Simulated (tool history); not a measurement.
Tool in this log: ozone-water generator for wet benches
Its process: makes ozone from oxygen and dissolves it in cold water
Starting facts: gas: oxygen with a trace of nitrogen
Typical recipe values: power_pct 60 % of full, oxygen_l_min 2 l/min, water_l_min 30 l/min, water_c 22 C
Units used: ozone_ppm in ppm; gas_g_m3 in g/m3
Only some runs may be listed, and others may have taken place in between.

run 1 day=0 | power_pct=60 oxygen_l_min=2 water_l_min=30 water_c=22 | ozone_ppm=4.76 gas_g_m3=162.5
run 2 day=0.712 | power_pct=60 oxygen_l_min=2 water_l_min=30 water_c=22 | ozone_ppm=4.7 gas_g_m3=160.9
run 3 day=1.333 | power_pct=60 oxygen_l_min=2 water_l_min=30 water_c=22 | ozone_ppm=4.58 gas_g_m3=161.8
run 4 day=2.45 | power_pct=60 oxygen_l_min=2 water_l_min=30 water_c=22 | ozone_ppm=4.65 gas_g_m3=160.7
run 5 day=3.717 | power_pct=60 oxygen_l_min=2 water_l_min=30 water_c=22 | ozone_ppm=4.51 gas_g_m3=161.5
run 6 day=4.788 | power_pct=60 oxygen_l_min=2 water_l_min=30 water_c=22 | ozone_ppm=4.64 gas_g_m3=161.1
run 7 day=5.375 | power_pct=43 oxygen_l_min=2 water_l_min=30 water_c=22 | ozone_ppm=3.88 gas_g_m3=130.9
run 8 day=6.529 | power_pct=43 oxygen_l_min=2 water_l_min=30 water_c=22 | ozone_ppm=3.86 gas_g_m3=130.2
run 9 day=7.5 | power_pct=60 oxygen_l_min=2 water_l_min=30 water_c=22 | ozone_ppm=4.51 gas_g_m3=160.7
run 10 day=8.358 | power_pct=60 oxygen_l_min=2 water_l_min=30 water_c=22 | ozone_ppm=4.75 gas_g_m3=159.9
run 11 day=9.212 | power_pct=69 oxygen_l_min=2 water_l_min=30 water_c=22 | ozone_ppm=5.16 gas_g_m3=175.1
run 12 day=10.138 | power_pct=69 oxygen_l_min=2 water_l_min=30 water_c=22 | ozone_ppm=5.12 gas_g_m3=176.5
run 13 day=11.092 | power_pct=69 oxygen_l_min=2 water_l_min=30 water_c=22 | ozone_ppm=5.15 gas_g_m3=177.4
run 14 day=12.321 | power_pct=69 oxygen_l_min=1.46 water_l_min=30 water_c=22 | ozone_ppm=4.67 gas_g_m3=203.5
run 15 day=13.246 | power_pct=77 oxygen_l_min=2 water_l_min=30 water_c=22 | ozone_ppm=5.43 gas_g_m3=186.6
run 16 day=13.846 | power_pct=77 oxygen_l_min=2 water_l_min=30 water_c=14 | ozone_ppm=5.74 gas_g_m3=187.1
run 17 day=14.708 | power_pct=77 oxygen_l_min=2 water_l_min=26 water_c=22 | ozone_ppm=6.45 gas_g_m3=188
run 18 day=15.908 | power_pct=71 oxygen_l_min=2.52 water_l_min=19 water_c=25 | ozone_ppm=8.64 gas_g_m3=159.2
run 19 day=17.158 | power_pct=60 oxygen_l_min=1.13 water_l_min=18 water_c=22 | ozone_ppm=7.03 gas_g_m3=212.1
run 20 day=17.929 | power_pct=60 oxygen_l_min=1.13 water_l_min=18 water_c=22 | ozone_ppm=6.88 gas_g_m3=212.6
run 21 day=18.988 | power_pct=60 oxygen_l_min=1 water_l_min=30 water_c=18 | ozone_ppm=3.66 gas_g_m3=224.8
run 22 day=19.883 | power_pct=94 oxygen_l_min=2 water_l_min=19 water_c=29 | ozone_ppm=9.69 gas_g_m3=210
run 23 day=20.667 | power_pct=94 oxygen_l_min=2 water_l_min=19 water_c=29 | ozone_ppm=9.48 gas_g_m3=212.9
run 24 day=21.712 | power_pct=94 oxygen_l_min=2 water_l_min=33 water_c=19 | ozone_ppm=5.68 gas_g_m3=213.4
run 25 day=22.429 | power_pct=94 oxygen_l_min=2 water_l_min=33 water_c=17 | ozone_ppm=5.66 gas_g_m3=211.7
run 26 day=23.583 | power_pct=94 oxygen_l_min=2 water_l_min=33 water_c=17 | ozone_ppm=5.54 gas_g_m3=212
run 27 day=24.138 | power_pct=94 oxygen_l_min=2 water_l_min=33 water_c=17 | ozone_ppm=5.55 gas_g_m3=213.7
run 28 day=24.979 | power_pct=60 oxygen_l_min=1.23 water_l_min=30 water_c=15 | ozone_ppm=4 gas_g_m3=200.3
run 29 day=25.662 | power_pct=45 oxygen_l_min=2 water_l_min=30 water_c=22 | ozone_ppm=3.78 gas_g_m3=133.1
run 30 day=26.3 | power_pct=45 oxygen_l_min=2 water_l_min=30 water_c=22 | ozone_ppm=3.72 gas_g_m3=134.3
run 31 day=27.338 | power_pct=98 oxygen_l_min=2 water_l_min=21 water_c=14 | ozone_ppm=9.95 gas_g_m3=217.8
run 32 day=28.692 | power_pct=60 oxygen_l_min=1.2 water_l_min=30 water_c=22 | ozone_ppm=3.83 gas_g_m3=205.7

How would selected steps in ozone_ppm from run to run divide? Give the signed amount a tool lacking its hidden state would still show from settings, what came in and random variation, and the signed amount left for the hidden state, including any gauge scatter that is not in both of the compared results.
Unlogged tool condition in this case: yield of the discharge, % of new electrodes'; contactor's efficiency, % of a clean one's; true water temperature over the reading, C; drift of the gauge itself on ozone_ppm, %; drift of the gauge itself on gas_g_m3, %.
Run 21 -> 22: power_pct 60 -> 94, oxygen_l_min 1 -> 2, water_l_min 30 -> 19, water_c 18 -> 29. ozone_ppm +6.03 ppm: hidden state -0.28, all else +6.31.
Run 30 -> 31: power_pct 45 -> 98, water_l_min 30 -> 21, water_c 22 -> 14. ozone_ppm +6.23 ppm: hidden state -0.33, all else +6.56.
Run 31 -> 32: power_pct 98 -> 60, oxygen_l_min 2 -> 1.2, water_l_min 21 -> 30, water_c 14 -> 22. ozone_ppm -6.12 ppm: hidden state +0.32, all else -6.44.
